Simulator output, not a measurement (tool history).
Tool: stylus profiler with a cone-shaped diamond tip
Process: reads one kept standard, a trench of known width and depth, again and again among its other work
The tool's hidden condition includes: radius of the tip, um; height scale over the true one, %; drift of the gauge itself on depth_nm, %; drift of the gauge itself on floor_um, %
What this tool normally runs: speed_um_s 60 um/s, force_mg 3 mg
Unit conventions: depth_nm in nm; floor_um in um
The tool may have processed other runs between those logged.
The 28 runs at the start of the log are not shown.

run,hour,speed_um_s,force_mg,scans with this tip,hours of work since the height scale was calibrated,depth_nm,floor_um
29,467.4,63,7.57,3444,453,512.89,17.07
30,478.5,24,4.9,3482,458,509.97,17.08
31,497.5,74,8.79,3547,467,514.21,17.08
32,514,20,1.48,3604,474,505.09,17.05
33,534.8,17,3.8,3675,483,508.85,17.1
34,557.1,60,8.17,3751,493,513.8,17.05
35,579.2,60,1.64,3827,503,505.37,16.96
36,599.7,60,1.64,3897,513,505.43,16.93
37,624.5,89,1.33,3982,524,504.96,16.88
38,645.2,30,4.49,4053,533,509.5,17.03
39,669,189,1.28,4134,544,504.87,16.61

What if the next run were any one of these 4? Each begins from the tool's condition after run 39:
A,681.7,31,1.31,4177,550,?,?
B,681.7,112,1.28,4177,550,?,?
C,681.7,33,4.66,4177,550,?,?
D,681.7,30,1.76,4177,550,?,?

run,depth_nm,floor_um
A,505.04,16.95
B,505.11,16.8
C,510.02,17.05
D,505.64,17.08
Without the tool's unlogged condition, the same runs would have read:
run,depth_nm,floor_um
A,503.87,17.23
B,503.94,17.09
C,508.83,17.33
D,504.46,17.36
